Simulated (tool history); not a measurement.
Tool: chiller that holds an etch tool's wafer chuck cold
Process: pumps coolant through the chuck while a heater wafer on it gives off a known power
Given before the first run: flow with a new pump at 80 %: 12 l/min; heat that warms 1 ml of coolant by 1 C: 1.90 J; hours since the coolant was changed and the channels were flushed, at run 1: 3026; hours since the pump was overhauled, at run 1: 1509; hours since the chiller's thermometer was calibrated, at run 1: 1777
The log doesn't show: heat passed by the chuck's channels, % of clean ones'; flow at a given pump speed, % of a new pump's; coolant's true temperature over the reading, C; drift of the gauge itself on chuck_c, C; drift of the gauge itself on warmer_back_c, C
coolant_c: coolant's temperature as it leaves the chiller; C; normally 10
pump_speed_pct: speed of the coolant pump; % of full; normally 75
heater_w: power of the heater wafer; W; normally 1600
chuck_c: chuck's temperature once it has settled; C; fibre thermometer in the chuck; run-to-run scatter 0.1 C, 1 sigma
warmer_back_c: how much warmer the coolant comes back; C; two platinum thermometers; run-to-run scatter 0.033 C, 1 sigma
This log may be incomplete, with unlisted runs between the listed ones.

run	hour	coolant_c	pump_speed_pct	heater_w	hours since the coolant was changed and the channels were flushed	hours since the pump was overhauled	hours since the chiller's thermometer was calibrated	chuck_c	warmer_back_c
1	0	10	75	1600	3026	1509	1777	22	4.74
2	18.6	10	75	1600	3044	1527	1796	22.1	4.76
3	42.5	10	75	1600	3068	1551	1820	22.2	4.68
4	71.9	10	75	1600	3098	1581	1849	22.1	4.69
5	104.7	10	75	2072	3131	1613	1882	25.7	6.13
6	123.2	10	75	2072	3149	1632	1900	25.6	6.08
7	147.5	10	64	1600	3173	1656	1925	24.1	5.61
8	181.9	10	75	1600	3208	1691	1959	21.9	4.64
9	200.7	13	75	1600	3227	1709	1978	25.2	4.68
10	233.9	13	75	1600	3260	1743	2011	25.1	4.74
11	266.9	13	75	1600	3293	1776	2044	25.2	4.69
12	285.9	13	75	1600	3312	1795	2063	25.4	4.79
# hour 295.5: chiller's thermometer calibrated
13	313.6	4	75	1363	3339	1821	18	14.6	4
14	348.5	4	77	1363	3373	1856	53	14.3	3.88
15	371.8	3	63	926	3397	1879	76	11.3	3.33
16	405.2	10	75	1772	3430	1913	110	23.7	5.29
17	428	10	75	1772	3453	1936	133	23.9	5.23
18	446.5	1	75	1228	3471	1954	151	10.6	3.63
19	468.8	4	75	856	3494	1976	173	10.7	2.55

Run 20 is up next; what results do you expect?
20	505.9	16	98	1710	3531	2014	210	?	?

chuck_c: 26.5 C
warmer_back_c: 3.72 C
Without the tool's hidden state the same run would have given chuck_c 24.9 C, warmer_back_c 3.55 C.
